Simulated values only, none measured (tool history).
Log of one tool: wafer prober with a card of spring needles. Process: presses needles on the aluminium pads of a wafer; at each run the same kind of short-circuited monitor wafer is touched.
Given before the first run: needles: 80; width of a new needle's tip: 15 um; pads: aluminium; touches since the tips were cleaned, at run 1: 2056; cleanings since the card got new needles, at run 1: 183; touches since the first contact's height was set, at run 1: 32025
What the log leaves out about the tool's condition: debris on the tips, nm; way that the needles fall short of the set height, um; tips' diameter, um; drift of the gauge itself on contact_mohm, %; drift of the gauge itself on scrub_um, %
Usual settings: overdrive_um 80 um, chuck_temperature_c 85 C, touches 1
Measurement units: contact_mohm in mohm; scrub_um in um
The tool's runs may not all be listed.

run	hour	overdrive_um	chuck_temperature_c	touches	touches since the tips were cleaned	cleanings since the card got new needles	touches since the first contact's height was set	contact_mohm	scrub_um
1	0	80	85	1	2056	183	32025	252	16.53
# hour 3.6: tips cleaned on abrasive film
# hour 12.5: tips cleaned on abrasive film
# hour 20.1: tips cleaned on abrasive film
2	20.1	80	85	1	0	186	42200	242	16.45
# hour 28.9: tips cleaned on abrasive film
# hour 37.9: tips cleaned on abrasive film
3	44.6	80	85	1	3483	188	54747	286	16.33
# hour 46.5: tips cleaned on abrasive film
# hour 53.6: tips cleaned on abrasive film
# hour 62.6: tips cleaned on abrasive film
# hour 71.5: tips cleaned on abrasive film
4	75.8	80	85	1	2214	192	70583	284	16.25
# hour 79.3: tips cleaned on abrasive film
# hour 86.5: tips cleaned on abrasive film
# hour 95.3: tips cleaned on abrasive film
# hour 104.2: tips cleaned on abrasive film
# hour 113.1: tips cleaned on abrasive film
# hour 117.7: height of the first contact set anew
5	117.7	80	32	1	2195	197	0	261	16.69
# hour 121.3: tips cleaned on abrasive film
# hour 128.5: tips cleaned on abrasive film
# hour 137.3: tips cleaned on abrasive film
# hour 144.5: tips cleaned on abrasive film
# hour 151.6: tips cleaned on abrasive film
6	158.2	80	32	1	3405	202	20618	273	16.56
# hour 160.1: tips cleaned on abrasive film
# hour 167.3: tips cleaned on abrasive film
# hour 176.1: tips cleaned on abrasive film
# hour 185: tips cleaned on abrasive film
7	186.3	66	85	1	643	206	34846	267	13.55
# hour 193.4: tips cleaned on abrasive film
# hour 202.3: tips cleaned on abrasive film
# hour 211.3: tips cleaned on abrasive film
# hour 220.2: tips cleaned on abrasive film
# hour 227.6: tips cleaned on abrasive film
8	227.6	66	85	1	0	211	55857	253	13.42
# hour 236.5: tips cleaned on abrasive film
# hour 241.9: tips cleaned on abrasive film, once more
# hour 249: tips cleaned on abrasive film
# hour 257.8: tips cleaned on abrasive film
9	257.8	80	108	1	0	215	71239	254	16.25
# hour 266.7: tips cleaned on abrasive film
# hour 275.7: tips cleaned on abrasive film
# hour 283.3: tips cleaned on abrasive film
10	283.3	80	85	1	0	218	84200	247	16.15
# hour 292.2: tips cleaned on abrasive film
# hour 299.4: tips cleaned on abrasive film
# hour 299.7: height of the first contact set anew
11	302.8	80	85	1	1592	220	1592	271	16.7
# hour 308.1: tips cleaned on abrasive film
# hour 317: tips cleaned on abrasive film
# hour 326: tips cleaned on abrasive film
# hour 334.9: tips cleaned on abrasive film
12	341.6	80	27	1	3460	224	21385	280	16.57
# hour 343.5: tips cleaned on abrasive film
# hour 350.6: tips cleaned on abrasive film
# hour 359.4: tips cleaned on abrasive film
# hour 366.6: tips cleaned on abrasive film
# hour 373.8: tips cleaned on abrasive film
# hour 382.7: tips cleaned on abrasive film
13	382.7	80	27	1	24	230	42257	225	16.45
# hour 389.9: tips cleaned on abrasive film
# hour 397: tips cleaned on abrasive film
# hour 405.9: tips cleaned on abrasive film
14	412.7	84	36	1	3526	233	57567	283	17.17
# hour 414.6: tips cleaned on abrasive film
# hour 423.5: tips cleaned on abrasive film
# hour 430.7: tips cleaned on abrasive film
# hour 439.6: tips cleaned on abrasive film
15	443.8	84	36	1	2154	237	73343	264	17.08
# hour 447.4: tips cleaned on abrasive film
# hour 456.3: tips cleaned on abrasive film
# hour 465.2: tips cleaned on abrasive film
# hour 473.9: tips cleaned on abrasive film
16	473.9	84	36	1	0	241	88643	230	17.01
# hour 481.2: height of the first contact set anew
# hour 483.1: tips cleaned on abrasive film
# hour 491.9: tips cleaned on abrasive film
# hour 500.7: tips cleaned on abrasive film
17	502.3	81	69	1	788	244	10675	258	16.84
# hour 509.4: tips cleaned on abrasive film
# hour 516.6: tips cleaned on abrasive film
# hour 525.5: tips cleaned on abrasive film
# hour 532.6: tips cleaned on abrasive film
18	532.9	98	32	2	158	248	26272	222	20.31
# hour 540.1: tips cleaned on abrasive film
# hour 549: tips cleaned on abrasive film
# hour 557.9: tips cleaned on abrasive film
19	564.6	64	85	2	3437	251	42401	304	13.09
# hour 566.4: tips cleaned on abrasive film
# hour 573.6: tips cleaned on abrasive film
# hour 582.5: tips cleaned on abrasive film
20	586.8	99	85	2	2235	254	53718	249	20.4
# hour 590.5: tips cleaned on abrasive film
# hour 599.4: tips cleaned on abrasive film
21	604.8	99	85	2	2787	256	62864	255	20.29
# hour 606.7: tips cleaned on abrasive film
# hour 615.5: tips cleaned on abrasive film
# hour 622.7: tips cleaned on abrasive film
# hour 631.6: tips cleaned on abrasive film
22	638.6	99	85	2	3604	260	80074	261	20.19
# hour 640.5: tips cleaned on abrasive film
# hour 649.4: tips cleaned on abrasive film
# hour 658.3: tips cleaned on abrasive film
# hour 662.1: height of the first contact set anew
# hour 665.7: tips cleaned on abrasive film
# hour 674.6: tips cleaned on abrasive film
23	676.7	71	43	2	1101	265	7439	257	14.75
# hour 682.1: tips cleaned on abrasive film
# hour 691.1: tips cleaned on abrasive film
# hour 700: tips cleaned on abrasive film
# hour 708.9: tips cleaned on abrasive film
24	710.1	87	85	1	607	269	24393	253	18.07
# hour 717.2: tips cleaned on abrasive film
# hour 726.1: tips cleaned on abrasive film
# hour 735: tips cleaned on abrasive film
25	740.9	65	41	3	3059	272	40138	273	13.31

Here are 4 independent what-if runs from the current tool condition. What would each one return?
# hour 742.8: tips cleaned on abrasive film
# hour 750: tips cleaned on abrasive film
# hour 757.1: tips cleaned on abrasive film
# hour 764.3: tips cleaned on abrasive film
A	767.9	65	41	1	1884	276	53827	?	?
# hour 742.8: tips cleaned on abrasive film
# hour 750: tips cleaned on abrasive film
# hour 757.1: tips cleaned on abrasive film
# hour 764.3: tips cleaned on abrasive film
B	767.9	80	85	2	1884	276	53827	?	?
# hour 742.8: tips cleaned on abrasive film
# hour 750: tips cleaned on abrasive film
# hour 757.1: tips cleaned on abrasive film
# hour 764.3: tips cleaned on abrasive film
C	767.9	74	37	2	1884	276	53827	?	?
# hour 742.8: tips cleaned on abrasive film
# hour 750: tips cleaned on abrasive film
# hour 757.1: tips cleaned on abrasive film
# hour 764.3: tips cleaned on abrasive film
D	767.9	80	43	3	1884	276	53827	?	?

run	contact_mohm	scrub_um
A	302	13.22
B	268	16.31
C	262	15.09
D	246	16.39
The same runs, with their run-to-run variation unchanged, on a tool lacking any hidden condition would have given:
run	contact_mohm	scrub_um
A	215	13.56
B	224	16.64
C	214	15.43
D	213	16.73

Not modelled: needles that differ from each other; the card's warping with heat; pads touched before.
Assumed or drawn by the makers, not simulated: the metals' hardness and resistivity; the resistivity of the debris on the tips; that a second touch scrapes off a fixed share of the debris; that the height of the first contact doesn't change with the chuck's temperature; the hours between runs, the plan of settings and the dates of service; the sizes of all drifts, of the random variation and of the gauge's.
